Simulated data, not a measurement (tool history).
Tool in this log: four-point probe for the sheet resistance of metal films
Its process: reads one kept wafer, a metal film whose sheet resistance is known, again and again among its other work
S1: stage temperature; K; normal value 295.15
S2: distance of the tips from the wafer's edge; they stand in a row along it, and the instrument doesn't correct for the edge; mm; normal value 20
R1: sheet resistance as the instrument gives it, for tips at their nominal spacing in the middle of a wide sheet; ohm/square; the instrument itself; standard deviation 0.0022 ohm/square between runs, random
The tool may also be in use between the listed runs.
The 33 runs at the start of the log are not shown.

run,hour,S1,S2,R1
34,2620,292.15,59,10.790114
35,2718.2,292.15,59,10.786261
36,2789,307.15,3,11.560969
37,2889.5,303.15,36,10.680532
38,2962.4,305.15,25,10.666149
39,3039.5,305.15,3,11.574798
40,3117.6,305.15,3,11.577702
41,3211.7,295.15,44,10.757413
42,3316.2,306.15,8,10.779271
43,3413.5,306.15,8,10.780271
44,3460.7,306.15,6,10.893447

What if the next run were any one of these 5? Each begins from the tool's condition after run 44:
A,3515.2,292.15,3,?
B,3515.2,305.15,20,?
C,3515.2,294.15,29,?
D,3515.2,296.15,24,?
E,3515.2,299.15,50,?

run,R1
A,11.724258
B,10.668829
C,10.773105
D,10.755354
E,10.711607
With the hidden condition removed and each run's random variation left untouched, the same runs would have given:
run,R1
A,11.785561
B,10.725647
C,10.830039
D,10.812274
E,10.768425
